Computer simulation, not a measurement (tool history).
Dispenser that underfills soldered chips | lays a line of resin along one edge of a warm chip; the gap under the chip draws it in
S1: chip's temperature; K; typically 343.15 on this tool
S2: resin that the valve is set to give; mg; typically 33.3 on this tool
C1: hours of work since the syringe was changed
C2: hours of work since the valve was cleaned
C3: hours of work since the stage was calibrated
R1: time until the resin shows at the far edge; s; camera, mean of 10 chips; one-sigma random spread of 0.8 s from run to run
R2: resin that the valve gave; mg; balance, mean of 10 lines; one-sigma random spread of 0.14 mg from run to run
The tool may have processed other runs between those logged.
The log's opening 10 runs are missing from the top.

{"hour": 42.3, "done": "new syringe of resin"}
{"run": 11, "hour": 45.1, "S1": 343.15, "S2": 33.3, "C1": 2, "C2": 56, "C3": 69, "R1": 79.3, "R2": 31.96}
{"run": 12, "hour": 49.9, "S1": 343.15, "S2": 33.3, "C1": 5, "C2": 60, "C3": 72, "R1": 90.0, "R2": 31.85}
{"hour": 55.2, "done": "new syringe of resin"}
{"run": 13, "hour": 55.2, "S1": 343.15, "S2": 33.3, "C1": 0, "C2": 63, "C3": 75, "R1": 74.1, "R2": 32.02}
{"run": 14, "hour": 60.3, "S1": 343.15, "S2": 33.3, "C1": 3, "C2": 66, "C3": 79, "R1": 83.9, "R2": 31.91}
{"run": 15, "hour": 63.7, "S1": 357.15, "S2": 33.3, "C1": 6, "C2": 68, "C3": 81, "R1": 57.1, "R2": 31.75}
{"hour": 68.3, "done": "new syringe of resin"}
{"run": 16, "hour": 70.1, "S1": 357.15, "S2": 33.3, "C1": 1, "C2": 73, "C3": 85, "R1": 46.7, "R2": 31.81}
{"run": 17, "hour": 73.8, "S1": 343.15, "S2": 33.3, "C1": 4, "C2": 75, "C3": 87, "R1": 84.5, "R2": 31.59}
{"run": 18, "hour": 76.8, "S1": 343.15, "S2": 33.3, "C1": 6, "C2": 77, "C3": 89, "R1": 90.7, "R2": 31.44}
{"hour": 81.2, "done": "new syringe of resin"}
{"run": 19, "hour": 82.1, "S1": 334.15, "S2": 33.3, "C1": 1, "C2": 80, "C3": 93, "R1": 104.3, "R2": 31.65}
{"hour": 83.7, "done": "dispensing valve cleaned and set on the balance"}
{"run": 20, "hour": 88.9, "S1": 340.15, "S2": 42.3, "C1": 4, "C2": 3, "C3": 96, "R1": 93.1, "R2": 42.27}
{"run": 21, "hour": 92.1, "S1": 342.15, "S2": 40.0, "C1": 7, "C2": 6, "C3": 98, "R1": 94.1, "R2": 39.9}
{"hour": 95.2, "done": "new syringe of resin"}
{"run": 22, "hour": 97.8, "S1": 342.15, "S2": 40.0, "C1": 2, "C2": 9, "C3": 102, "R1": 80.3, "R2": 40.07}
{"run": 23, "hour": 102.3, "S1": 342.15, "S2": 40.0, "C1": 5, "C2": 12, "C3": 105, "R1": 88.0, "R2": 39.56}
{"hour": 108.2, "done": "new syringe of resin"}
{"run": 24, "hour": 108.2, "S1": 350.15, "S2": 28.8, "C1": 0, "C2": 16, "C3": 109, "R1": 59.1, "R2": 28.6}
{"run": 25, "hour": 111.9, "S1": 334.15, "S2": 42.6, "C1": 2, "C2": 18, "C3": 111, "R1": 108.0, "R2": 42.22}
{"run": 26, "hour": 115.1, "S1": 328.15, "S2": 40.8, "C1": 5, "C2": 20, "C3": 113, "R1": 147.3, "R2": 40.4}
{"hour": 121.1, "done": "new syringe of resin"}
{"run": 27, "hour": 121.3, "S1": 346.15, "S2": 39.6, "C1": 0, "C2": 24, "C3": 117, "R1": 65.6, "R2": 39.09}
{"run": 28, "hour": 126.1, "S1": 346.15, "S2": 39.6, "C1": 3, "C2": 27, "C3": 120, "R1": 74.0, "R2": 38.91}
{"run": 29, "hour": 129.9, "S1": 334.15, "S2": 31.9, "C1": 6, "C2": 30, "C3": 123, "R1": 128.5, "R2": 31.49}
{"hour": 134.0, "done": "new syringe of resin"}
{"run": 30, "hour": 136.0, "S1": 334.15, "S2": 31.9, "C1": 1, "C2": 34, "C3": 127, "R1": 107.0, "R2": 31.21}
{"run": 31, "hour": 140.3, "S1": 334.15, "S2": 31.9, "C1": 4, "C2": 36, "C3": 129, "R1": 119.9, "R2": 31.17}
{"run": 32, "hour": 144.5, "S1": 330.15, "S2": 33.3, "C1": 7, "C2": 39, "C3": 132, "R1": 149.1, "R2": 32.42}

What does the tool deliver on the next run?
{"hour": 147.1, "done": "new syringe of resin"}
{"run": 33, "hour": 150.2, "S1": 356.15, "S2": 33.6, "C1": 2, "C2": 43, "C3": 136, "R1": "?", "R2": "?"}

R1: 50.8 s
R2: 32.74 mg
Take away the tool's hidden state, keep the run-to-run variation as it was, and the same run would have given R1 48.2 s, R2 33.64 mg.

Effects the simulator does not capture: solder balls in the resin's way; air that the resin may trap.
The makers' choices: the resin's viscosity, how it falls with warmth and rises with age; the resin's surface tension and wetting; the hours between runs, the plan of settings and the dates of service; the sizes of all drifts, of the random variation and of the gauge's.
